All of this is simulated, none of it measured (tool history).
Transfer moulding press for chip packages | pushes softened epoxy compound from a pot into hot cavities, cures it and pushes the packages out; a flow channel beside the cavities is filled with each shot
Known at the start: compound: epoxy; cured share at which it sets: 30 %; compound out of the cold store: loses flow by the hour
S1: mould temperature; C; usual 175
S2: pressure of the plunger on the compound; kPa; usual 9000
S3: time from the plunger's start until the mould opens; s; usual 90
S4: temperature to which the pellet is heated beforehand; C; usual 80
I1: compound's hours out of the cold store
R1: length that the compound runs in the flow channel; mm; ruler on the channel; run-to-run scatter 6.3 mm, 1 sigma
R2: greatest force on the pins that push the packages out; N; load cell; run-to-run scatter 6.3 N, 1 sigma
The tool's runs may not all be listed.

Run 1, day 0.000: usual settings; I1 26.9. Result: R1 614 mm, R2 363 N.
At day 1.079: cavities cleaned with cleaning compound and waxed.
Run 2, day 1.208: usual settings; I1 34.9. Result: R1 600 mm, R2 539 N.
Run 3, day 2.054: usual settings; I1 34.0. Result: R1 601 mm, R2 481 N.
At day 3.008: cavities cleaned with cleaning compound and waxed.
Run 4, day 3.008: usual settings; I1 13.1. Result: R1 649 mm, R2 234 N.
At day 3.538: cavities cleaned with cleaning compound and waxed, once more.
Run 5, day 4.217: usual settings; I1 39.8. Result: R1 589 mm, R2 344 N.
Run 6, day 5.096: usual settings but S2 8390 kPa; I1 21.9. Result: R1 597 mm, R2 412 N.
At day 5.538: cavities cleaned with cleaning compound and waxed.
Run 7, day 6.096: usual settings but S4 88 C; I1 13.9. Result: R1 626 mm, R2 340 N.
Run 8, day 6.712: usual settings but S4 88 C; I1 26.2. Result: R1 598 mm, R2 384 N.
At day 7.100: plunger's sealing rings changed.
At day 7.625: cavities cleaned with cleaning compound and waxed.
Run 9, day 7.667: usual settings but S4 88 C; I1 27.0. Result: R1 656 mm, R2 233 N.
Run 10, day 8.712: usual settings but S4 88 C; I1 27.8. Result: R1 656 mm, R2 366 N.
At day 9.612: cavities cleaned with cleaning compound and waxed.
Run 11, day 10.008: usual settings but S4 88 C; I1 16.8. Result: R1 668 mm, R2 307 N.
Run 12, day 11.208: usual settings but S4 88 C; I1 19.4. Result: R1 661 mm, R2 402 N.
At day 11.562: cavities cleaned with cleaning compound and waxed.
Run 13, day 11.879: usual settings; I1 31.9. Result: R1 629 mm, R2 295 N.
Run 14, day 12.521: usual settings but S1 169 C; I1 18.9. Result: R1 670 mm, R2 490 N.
At day 13.538: cavities cleaned with cleaning compound and waxed.
Run 15, day 13.608: usual settings but S2 10990 kPa, S3 75 s, S4 79 C; I1 14.3. Result: R1 727 mm, R2 357 N.
Run 16, day 14.150: usual settings but S1 173 C, S2 10990 kPa, S3 75 s; I1 47.9. Result: R1 654 mm, R2 484 N.
Run 17, day 14.917: usual settings but S1 176 C, S2 8730 kPa, S3 73 s, S4 83 C; I1 27.0. Result: R1 611 mm, R2 542 N.
At day 15.492: cavities cleaned with cleaning compound and waxed.
Run 18, day 15.704: usual settings but S1 176 C, S2 8730 kPa, S3 73 s, S4 83 C; I1 11.2. Result: R1 646 mm, R2 398 N.
Run 19, day 16.854: usual settings but S2 10370 kPa; I1 15.1. Result: R1 703 mm, R2 406 N.
At day 17.429: cavities cleaned with cleaning compound and waxed.
Run 20, day 17.621: usual settings but S2 10370 kPa; I1 12.4. Result: R1 699 mm, R2 275 N.
At day 18.371: mould's thermocouples calibrated.
Run 21, day 18.550: usual settings but S1 180 C, S2 10370 kPa, S3 103 s; I1 32.3. Result: R1 633 mm, R2 336 N.
Run 22, day 19.092: usual settings but S1 180 C, S2 10370 kPa, S3 103 s; I1 15.1. Result: R1 684 mm, R2 376 N.
At day 19.454: cavities cleaned with cleaning compound and waxed.
Run 23, day 19.692: usual settings but S1 183 C, S2 10350 kPa, S3 95 s, S4 88 C; I1 44.7. Result: R1 612 mm, R2 239 N.
Run 24, day 20.533: usual settings but S2 7890 kPa, S4 81 C; I1 27.7. Result: R1 576 mm, R2 383 N.
Run 25, day 21.233: usual settings but S2 7890 kPa, S4 81 C; I1 44.1. Result: R1 540 mm, R2 419 N.
At day 21.396: cavities cleaned with cleaning compound and waxed.
Run 26, day 22.475: usual settings but S1 169 C, S2 8260 kPa, S3 111 s, S4 71 C; I1 32.0. Result: R1 575 mm, R2 377 N.
At day 23.367: cavities cleaned with cleaning compound and waxed.
Run 27, day 23.392: usual settings but S1 169 C, S2 8260 kPa, S3 111 s, S4 71 C; I1 26.5. Result: R1 584 mm, R2 237 N.
At day 23.738: plunger's sealing rings changed.
Run 28, day 24.321: usual settings but S2 9120 kPa; I1 22.5. Result: R1 664 mm, R2 366 N.

Alternative continuations, all from the tool just after run 28; predict every row:
At day 25.396: cavities cleaned with cleaning compound and waxed.
Run A, day 25.600: usual settings but S2 10420 kPa; I1 12.4. Result: R1 ?, R2 ?.
At day 25.396: cavities cleaned with cleaning compound and waxed.
Run B, day 25.600: usual settings but S1 183 C, S2 9120 kPa, S3 112 s, S4 89 C; I1 11.3. Result: R1 ?, R2 ?.
At day 25.396: cavities cleaned with cleaning compound and waxed.
Run C, day 25.600: usual settings but S2 10240 kPa, S3 105 s, S4 81 C; I1 41.5. Result: R1 ?, R2 ?.

run   R1   R2
  A  725  282
  B  679  244
  C  650  254
The same runs, with their run-to-run variation unchanged, on a tool lacking any hidden condition would have given:
run   R1   R2
  A  735  236
  B  689  203
  C  659  212

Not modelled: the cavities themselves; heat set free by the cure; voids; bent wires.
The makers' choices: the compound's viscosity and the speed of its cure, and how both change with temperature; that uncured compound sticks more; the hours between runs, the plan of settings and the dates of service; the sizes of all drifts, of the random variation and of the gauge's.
